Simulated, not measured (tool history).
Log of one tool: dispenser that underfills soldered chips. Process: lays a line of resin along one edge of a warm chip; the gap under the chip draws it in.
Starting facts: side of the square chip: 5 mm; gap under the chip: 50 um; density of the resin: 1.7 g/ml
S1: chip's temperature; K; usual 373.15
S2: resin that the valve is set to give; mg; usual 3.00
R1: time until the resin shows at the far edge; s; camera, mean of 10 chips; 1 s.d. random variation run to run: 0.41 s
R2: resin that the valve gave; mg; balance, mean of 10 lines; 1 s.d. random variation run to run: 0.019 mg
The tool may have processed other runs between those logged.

run,hour,S1,S2,R1,R2
1,0.0,373.15,3.00,40.4,3.00
# hour 0.7: new syringe of resin
2,4.2,373.15,3.58,30.1,3.54
3,8.9,373.15,3.58,33.8,3.56
4,12.9,373.15,3.58,37.8,3.55
# hour 14.1: new syringe of resin
5,17.3,373.15,3.58,30.1,3.55
6,22.1,373.15,3.58,35.0,3.52
7,25.4,358.15,3.00,58.0,2.95
# hour 27.3: new syringe of resin
8,30.8,358.15,3.00,45.2,2.94
9,36.2,358.15,3.00,52.7,2.96
# hour 40.6: new syringe of resin
10,40.6,373.15,3.00,28.9,2.91
11,44.1,373.15,3.51,30.3,3.40
12,47.3,373.15,3.04,33.1,2.93
13,51.0,373.15,3.04,37.6,2.93
# hour 53.8: new syringe of resin
14,54.0,364.15,3.00,35.9,2.90
15,56.5,364.15,3.00,38.6,2.90
16,61.7,369.15,3.43,37.8,3.31
17,65.1,380.15,2.95,33.2,2.84
# hour 67.1: new syringe of resin
18,70.8,380.15,3.90,25.7,3.75
19,74.7,387.15,2.96,25.0,2.83
20,77.0,363.15,2.66,51.7,2.52
# hour 80.5: new syringe of resin
21,81.7,387.15,3.22,20.1,3.07
22,85.2,387.15,3.22,22.4,3.07
23,88.8,387.15,3.22,24.8,3.05
24,92.1,379.15,2.51,36.1,2.39
# hour 93.9: new syringe of resin
25,97.5,379.15,2.51,28.7,2.38
26,101.7,382.15,3.86,27.5,3.63

4 options for the next run, each taken on its own from the tool as it stands now. Forecast them:
# hour 107.4: dispensing valve cleaned and set on the balance
# hour 108.2: new syringe of resin
A,108.6,373.15,3.63,?,?
# hour 107.4: dispensing valve cleaned and set on the balance
# hour 108.2: new syringe of resin
B,108.6,365.15,2.58,?,?
# hour 107.4: dispensing valve cleaned and set on the balance
# hour 108.2: new syringe of resin
C,108.6,373.15,3.69,?,?
# hour 107.4: dispensing valve cleaned and set on the balance
# hour 108.2: new syringe of resin
D,108.6,373.15,2.81,?,?

run,R1,R2
A,28.1,3.65
B,37.2,2.61
C,28.2,3.68
D,29.5,2.82
Had the tool no hidden state, the same runs would have come out as:
run,R1,R2
A,27.2,3.65
B,36.0,2.60
C,27.3,3.67
D,28.5,2.81
